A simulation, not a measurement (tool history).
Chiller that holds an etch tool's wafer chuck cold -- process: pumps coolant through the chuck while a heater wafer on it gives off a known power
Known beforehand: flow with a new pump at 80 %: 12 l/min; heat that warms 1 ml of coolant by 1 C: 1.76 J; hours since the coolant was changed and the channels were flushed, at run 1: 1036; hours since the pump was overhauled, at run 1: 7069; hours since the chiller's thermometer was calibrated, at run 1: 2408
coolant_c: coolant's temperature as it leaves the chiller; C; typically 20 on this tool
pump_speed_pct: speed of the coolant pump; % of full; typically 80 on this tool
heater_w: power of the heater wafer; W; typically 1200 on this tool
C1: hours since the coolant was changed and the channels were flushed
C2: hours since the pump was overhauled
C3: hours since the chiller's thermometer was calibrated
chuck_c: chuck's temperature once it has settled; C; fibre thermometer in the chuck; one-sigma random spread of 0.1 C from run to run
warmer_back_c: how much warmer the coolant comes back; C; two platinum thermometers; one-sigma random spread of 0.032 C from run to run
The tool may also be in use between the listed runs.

run 1 day=0.000 | coolant_c=20 pump_speed_pct=80 heater_w=1200 | C1=1036 C2=7069 C3=2408 | chuck_c=30.5 warmer_back_c=3.38
run 2 day=3.821 | coolant_c=20 pump_speed_pct=80 heater_w=1200 | C1=1128 C2=7161 C3=2499 | chuck_c=30.4 warmer_back_c=3.42
run 3 day=8.750 | coolant_c=20 pump_speed_pct=80 heater_w=1200 | C1=1246 C2=7279 C3=2618 | chuck_c=30.1 warmer_back_c=3.43
run 4 day=15.875 | coolant_c=16 pump_speed_pct=80 heater_w=1200 | C1=1417 C2=7450 C3=2789 | chuck_c=26.3 warmer_back_c=3.43
run 5 day=19.646 | coolant_c=20 pump_speed_pct=80 heater_w=1200 | C1=1508 C2=7541 C3=2879 | chuck_c=30.3 warmer_back_c=3.40
-- day=23.917 chiller's thermometer calibrated
run 6 day=23.917 | coolant_c=23 pump_speed_pct=80 heater_w=1200 | C1=1609 C2=7642 C3=0 | chuck_c=33.3 warmer_back_c=3.40
run 7 day=31.383 | coolant_c=23 pump_speed_pct=80 heater_w=1200 | C1=1788 C2=7822 C3=179 | chuck_c=33.4 warmer_back_c=3.44
run 8 day=38.746 | coolant_c=23 pump_speed_pct=80 heater_w=1200 | C1=1965 C2=7998 C3=356 | chuck_c=33.4 warmer_back_c=3.43
run 9 day=42.092 | coolant_c=23 pump_speed_pct=80 heater_w=1200 | C1=2045 C2=8079 C3=436 | chuck_c=33.5 warmer_back_c=3.41
run 10 day=46.067 | coolant_c=23 pump_speed_pct=80 heater_w=1200 | C1=2141 C2=8174 C3=532 | chuck_c=33.1 warmer_back_c=3.46
run 11 day=51.225 | coolant_c=20 pump_speed_pct=80 heater_w=1200 | C1=2264 C2=8298 C3=655 | chuck_c=30.3 warmer_back_c=3.41
run 12 day=58.550 | coolant_c=22 pump_speed_pct=80 heater_w=1200 | C1=2440 C2=8474 C3=831 | chuck_c=32.3 warmer_back_c=3.44
run 13 day=62.238 | coolant_c=22 pump_speed_pct=80 heater_w=1200 | C1=2529 C2=8562 C3=920 | chuck_c=32.3 warmer_back_c=3.39
run 14 day=67.946 | coolant_c=20 pump_speed_pct=80 heater_w=1200 | C1=2666 C2=8699 C3=1057 | chuck_c=30.3 warmer_back_c=3.40
run 15 day=71.246 | coolant_c=20 pump_speed_pct=80 heater_w=1562 | C1=2745 C2=8778 C3=1136 | chuck_c=33.4 warmer_back_c=4.39
run 16 day=75.600 | coolant_c=20 pump_speed_pct=80 heater_w=1562 | C1=2850 C2=8883 C3=1240 | chuck_c=33.5 warmer_back_c=4.46
run 17 day=81.150 | coolant_c=20 pump_speed_pct=67 heater_w=1200 | C1=2983 C2=9016 C3=1374 | chuck_c=31.2 warmer_back_c=4.09
run 18 day=85.433 | coolant_c=24 pump_speed_pct=67 heater_w=863 | C1=3085 C2=9119 C3=1476 | chuck_c=32.2 warmer_back_c=2.88
run 19 day=91.917 | coolant_c=12 pump_speed_pct=80 heater_w=620 | C1=3241 C2=9274 C3=1632 | chuck_c=17.4 warmer_back_c=1.79
run 20 day=97.904 | coolant_c=10 pump_speed_pct=99 heater_w=1200 | C1=3385 C2=9418 C3=1776 | chuck_c=19.3 warmer_back_c=2.83
run 21 day=103.371 | coolant_c=10 pump_speed_pct=99 heater_w=1200 | C1=3516 C2=9549 C3=1907 | chuck_c=19.3 warmer_back_c=2.75
run 22 day=110.383 | coolant_c=10 pump_speed_pct=99 heater_w=1200 | C1=3684 C2=9718 C3=2075 | chuck_c=19.2 warmer_back_c=2.78
run 23 day=114.675 | coolant_c=10 pump_speed_pct=99 heater_w=1200 | C1=3787 C2=9820 C3=2178 | chuck_c=19.3 warmer_back_c=2.78
run 24 day=120.733 | coolant_c=10 pump_speed_pct=99 heater_w=1200 | C1=3933 C2=9966 C3=2324 | chuck_c=19.1 warmer_back_c=2.72
run 25 day=124.208 | coolant_c=10 pump_speed_pct=99 heater_w=1200 | C1=4016 C2=10049 C3=2407 | chuck_c=19.4 warmer_back_c=2.78
run 26 day=131.008 | coolant_c=20 pump_speed_pct=68 heater_w=1200 | C1=4179 C2=10212 C3=2570 | chuck_c=31.2 warmer_back_c=4.03
run 27 day=138.400 | coolant_c=20 pump_speed_pct=68 heater_w=1200 | C1=4357 C2=10390 C3=2748 | chuck_c=31.2 warmer_back_c=3.96
run 28 day=143.658 | coolant_c=20 pump_speed_pct=68 heater_w=1200 | C1=4483 C2=10516 C3=2874 | chuck_c=31.4 warmer_back_c=4.02
-- day=148.312 chiller's thermometer calibrated
run 29 day=148.312 | coolant_c=20 pump_speed_pct=68 heater_w=1200 | C1=4594 C2=10627 C3=0 | chuck_c=31.3 warmer_back_c=3.95

Run 30, settings as shown, results not yet in. Your forecast:
run 30 day=153.317 | coolant_c=27 pump_speed_pct=89 heater_w=628 | C1=4714 C2=10747 C3=120 | chuck_c=? warmer_back_c=?

Run 30 gave chuck_c 32.2 C, warmer_back_c 1.58 C.
The same run, on a tool lacking any hidden state, would have yielded chuck_c 32.1 C, warmer_back_c 1.57 C.
